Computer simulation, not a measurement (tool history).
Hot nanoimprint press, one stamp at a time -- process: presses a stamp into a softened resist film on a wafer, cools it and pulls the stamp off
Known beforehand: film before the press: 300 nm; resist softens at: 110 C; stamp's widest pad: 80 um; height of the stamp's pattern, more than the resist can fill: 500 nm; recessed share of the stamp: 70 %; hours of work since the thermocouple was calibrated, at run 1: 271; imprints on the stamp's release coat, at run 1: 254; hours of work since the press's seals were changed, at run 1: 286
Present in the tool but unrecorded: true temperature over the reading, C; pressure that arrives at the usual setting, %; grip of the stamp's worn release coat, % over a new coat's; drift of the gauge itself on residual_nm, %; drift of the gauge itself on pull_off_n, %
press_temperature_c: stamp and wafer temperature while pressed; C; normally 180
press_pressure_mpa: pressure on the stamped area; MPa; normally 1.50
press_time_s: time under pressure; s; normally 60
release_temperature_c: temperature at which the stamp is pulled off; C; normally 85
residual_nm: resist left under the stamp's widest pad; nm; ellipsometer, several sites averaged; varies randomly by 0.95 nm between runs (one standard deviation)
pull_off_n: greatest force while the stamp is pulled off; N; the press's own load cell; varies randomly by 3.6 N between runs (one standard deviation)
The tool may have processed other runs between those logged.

run   hour  press_temperature_c  press_pressure_mpa  press_time_s  release_temperature_c  hours of work since the thermocouple was calibrated  imprints on the stamp's release coat  hours of work since the press's seals were changed  residual_nm  pull_off_n
  1    0.0                  180                1.50            60                     85                                                  271                                   254                                                 286        140.0         195
  2    9.9                  180                1.50            60                     85                                                  275                                   284                                                 291        139.1         197
  3   22.9                  180                1.50            60                     85                                                  281                                   324                                                 296        138.0         195
  4   30.9                  180                1.50            60                     85                                                  285                                   349                                                 300        139.1         205
  5   44.0                  180                1.50            60                     85                                                  290                                   389                                                 305        139.2         206
  6   56.5                  180                1.50            60                     79                                                  296                                   428                                                 311        139.1         220
  7   63.8                  181                1.50            60                     85                                                  299                                   450                                                 314        132.3         215
  8   78.9                  180                1.50            60                     85                                                  306                                   497                                                 321        137.6         224
  9   90.7                  180                1.50            60                     85                                                  311                                   533                                                 326        140.1         211
 10  106.5                  180                1.50            60                     85                                                  318                                   582                                                 333        140.6         230
 11  116.6                  180                1.50            60                     85                                                  322                                   613                                                 337        140.2         224
 12  129.9                  180                1.50            60                     85                                                  328                                   654                                                 343        139.1         218
 13  146.6                  180                1.50            60                     85                                                  335                                   706                                                 351        139.1         232
 14  159.6                  180                1.50            60                     85                                                  341                                   746                                                 356        137.0         231
 15  168.1                  180                1.50            60                     85                                                  345                                   772                                                 360        138.1         241
     172.0  -- plate thermocouple calibrated
 16  184.2                  180                2.11            60                     78                                                    5                                   813                                                 366        120.8         259
 17  201.8                  189                1.71            60                     85                                                   13                                   867                                                 373         94.1         245
 18  215.9                  185                2.06            60                     91                                                   19                                   910                                                 380        102.2         237
 19  225.4                  185                2.06            60                     91                                                   23                                   940                                                 384        100.6         237
 20  233.7                  185                2.06            60                     91                                                   27                                   965                                                 387        101.9         240
 21  243.9                  183                1.26            60                     85                                                   32                                   997                                                 392        139.4         258
     249.9  -- plate thermocouple calibrated, once more
 22  260.3                  183                1.26            60                     85                                                    5                                  1038                                                 398        131.9         261
 23  273.7                  180                0.97            60                     83                                                   10                                  1080                                                 404        163.2         268
 24  285.2                  173                1.20            60                     85                                                   16                                  1115                                                 409        194.8         272
 25  295.4                  180                1.50            60                     89                                                   20                                  1147                                                 413        137.0         261
 26  307.7                  172                1.71            83                     77                                                   25                                  1185                                                 419        160.2         301
 27  322.5                  180                1.50            73                     88                                                   32                                  1230                                                 425        126.4         272
 28  332.4                  180                1.50            73                     88                                                   36                                  1261                                                 429        127.4         276
 29  340.5                  180                1.50            47                     85                                                   40                                  1286                                                 433        148.4         286

Below are 4 alternative next runs, each starting from the tool's condition after run 29. Predict each:
  A  353.3                  179                1.50            47                     81                                                   45                                  1325                                                 439            ?           ?
  B  353.3                  188                1.02            60                     83                                                   45                                  1325                                                 439            ?           ?
  C  353.3                  180                2.35            60                     85                                                   45                                  1325                                                 439            ?           ?
  D  353.3                  180                1.50            47                     86                                                   45                                  1325                                                 439            ?           ?

run  residual_nm  pull_off_n
  A        154.9         293
  B        120.2         293
  C        109.8         281
  D        147.7         278
Take away the tool's hidden state, keep each run's random variation, and the runs would have read:
run  residual_nm  pull_off_n
  A        152.3         174
  B        118.6         175
  C        106.8         168
  D        145.2         166
